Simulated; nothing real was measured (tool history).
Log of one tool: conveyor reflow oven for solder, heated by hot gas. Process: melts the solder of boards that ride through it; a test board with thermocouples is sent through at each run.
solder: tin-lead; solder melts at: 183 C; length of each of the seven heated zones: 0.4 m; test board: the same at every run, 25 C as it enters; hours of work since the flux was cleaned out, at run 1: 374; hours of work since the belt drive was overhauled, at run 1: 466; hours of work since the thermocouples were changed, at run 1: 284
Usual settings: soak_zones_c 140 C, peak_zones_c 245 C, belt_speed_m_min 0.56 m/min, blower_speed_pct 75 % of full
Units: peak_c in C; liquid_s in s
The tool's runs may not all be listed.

run,hour,soak_zones_c,peak_zones_c,belt_speed_m_min,blower_speed_pct,hours of work since the flux was cleaned out,hours of work since the belt drive was overhauled,hours of work since the thermocouples were changed,peak_c,liquid_s
1,0,140,245,0.56,75,374,466,284,233,76.9
2,14.2,140,245,0.545,75,385,477,295,233.7,80.2
3,27.1,140,245,0.545,75,394,487,305,233.7,79.7
4,44.3,140,245,0.488,75,408,500,318,236.4,91.4
5,64.7,140,245,0.488,75,423,516,334,236.4,91.2
# hour 72.7: flux residue cleaned out of gas plates and filters
6,88.3,140,245,0.56,51,12,530,348,226.5,73.2
7,106.1,140,245,0.56,51,26,544,362,226.8,73
8,123.9,140,245,0.56,51,39,557,375,226.9,72.9
9,135.8,140,245,0.56,51,48,566,384,226.1,73.1
10,151.8,140,245,0.56,51,60,579,396,226.2,73.1
11,171.3,140,245,0.56,51,75,593,411,226.8,73.3
12,188.2,140,245,0.56,51,88,606,424,227.1,73.3
13,202.1,140,245,0.56,51,99,617,435,226.9,73
14,223.9,140,245,0.56,51,115,634,451,226.8,73.7
15,240.9,140,245,0.56,75,128,647,465,233.9,78.4
16,254.5,150,245,0.56,75,139,657,475,235.1,83
17,264.2,150,245,0.56,75,146,664,482,235,82.8
18,282.6,147,245,0.452,84,160,678,496,241.4,104
19,298.5,128,233,0.662,77,172,691,508,217,51.9
20,314.7,128,260,0.509,77,185,703,521,250.2,90.6

Forecast run 21:
21,324.7,137,240,0.577,88,192,711,528,?,?

Run 21 gave peak_c 231 C, liquid_s 74.1 s.
Without the tool's hidden state the same run would have given peak_c 229.8 C, liquid_s 72.1 s.

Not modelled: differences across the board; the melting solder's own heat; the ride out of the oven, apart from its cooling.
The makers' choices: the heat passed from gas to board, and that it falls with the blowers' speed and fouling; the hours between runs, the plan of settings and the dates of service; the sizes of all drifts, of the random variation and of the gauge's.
